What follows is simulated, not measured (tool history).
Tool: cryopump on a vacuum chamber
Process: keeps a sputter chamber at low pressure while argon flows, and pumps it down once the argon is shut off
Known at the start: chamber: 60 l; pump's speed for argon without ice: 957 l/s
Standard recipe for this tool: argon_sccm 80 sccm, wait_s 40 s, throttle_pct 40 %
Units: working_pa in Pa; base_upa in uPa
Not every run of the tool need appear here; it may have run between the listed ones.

run,day,argon_sccm,wait_s,throttle_pct,working_pa,base_upa
1,0,80,40,40,0.3714,4.7
2,2.762,80,40,40,0.3797,4.81
3,5.771,157,40,40,0.7533,4.91
4,8.362,157,40,40,0.7747,5.09
5,10.304,80,40,20,0.7516,5.13
6,13.604,80,40,20,0.7122,4.85
7,17.779,80,40,40,0.367,4.99
8,21.308,80,40,40,0.3794,5.33
9,25.362,80,42,40,0.3852,5.43
10,28.258,80,42,40,0.397,5.51
11,30.446,140,40,40,0.6265,5.23
12,32.542,80,40,20,0.7095,5.42
13,35.579,35,25,36,0.1766,7.19
14,38.262,78,31,40,0.3653,4.25
15,41.512,41,25,45,0.1758,5.12
16,44.421,92,25,16,1.0609,5.19
17,47.254,51,40,24,0.4033,3.64
18,50.054,115,40,24,0.8488,3.4
19,54.558,115,40,24,0.8683,3.62
20,56.812,80,155,40,0.3737,1.55
21,58.85,80,155,40,0.374,1.67
22,60.792,80,115,49,0.3152,2.03
23,62.817,80,115,49,0.3195,2.05
24,64.829,140,242,24,1.0996,1.68

Removed from this log: 4 entries logged between the listed runs. Between which two listed runs does each belong, and how does the tool's hidden state at the listed run before it compare with that at the listed run after it?
Logged between run 5 and run 6: pump warmed up, emptied and cooled again (day 11.512)
  pump's speed, % of a pump's without ice: 76.5 -> 97.6; cold plate's temperature, K: 12.79 -> 12.81; leak into the chamber, uPa l/s: 1775 -> 1833
  difference, measured minus the result without the unlogged condition, working_pa: +0.0464 -> +0.0059 Pa; base_upa: +2.07 -> +1.68 uPa
Logged between run 10 and run 11: pump warmed up, emptied and cooled again (day 30.446)
  pump's speed, % of a pump's without ice: 79.1 -> 99.9; cold plate's temperature, K: 12.92 -> 12.93; leak into the chamber, uPa l/s: 2131 -> 2169
  difference, measured minus the result without the unlogged condition, working_pa: +0.0409 -> +0.0049 Pa; base_upa: +2.52 -> +2.02 uPa
Logged between run 13 and run 14: leaking fittings of the chamber tightened, without venting (day 36.775)
  pump's speed, % of a pump's without ice: 93.3 -> 89.7; cold plate's temperature, K: 12.97 -> 12.99; leak into the chamber, uPa l/s: 2269 -> 384
  difference, measured minus the result without the unlogged condition, working_pa: +0.0057 -> +0.0191 Pa; base_upa: +2.28 -> +0.14 uPa
Logged between run 17 and run 18: pump warmed up, emptied and cooled again (day 49.571)
  pump's speed, % of a pump's without ice: 78.6 -> 99.2; cold plate's temperature, K: 13.06 -> 13.07; leak into the chamber, uPa l/s: 562 -> 608
  difference, measured minus the result without the unlogged condition, working_pa: +0.027 -> +0.0061 Pa; base_upa: +0.45 -> +0.33 uPa

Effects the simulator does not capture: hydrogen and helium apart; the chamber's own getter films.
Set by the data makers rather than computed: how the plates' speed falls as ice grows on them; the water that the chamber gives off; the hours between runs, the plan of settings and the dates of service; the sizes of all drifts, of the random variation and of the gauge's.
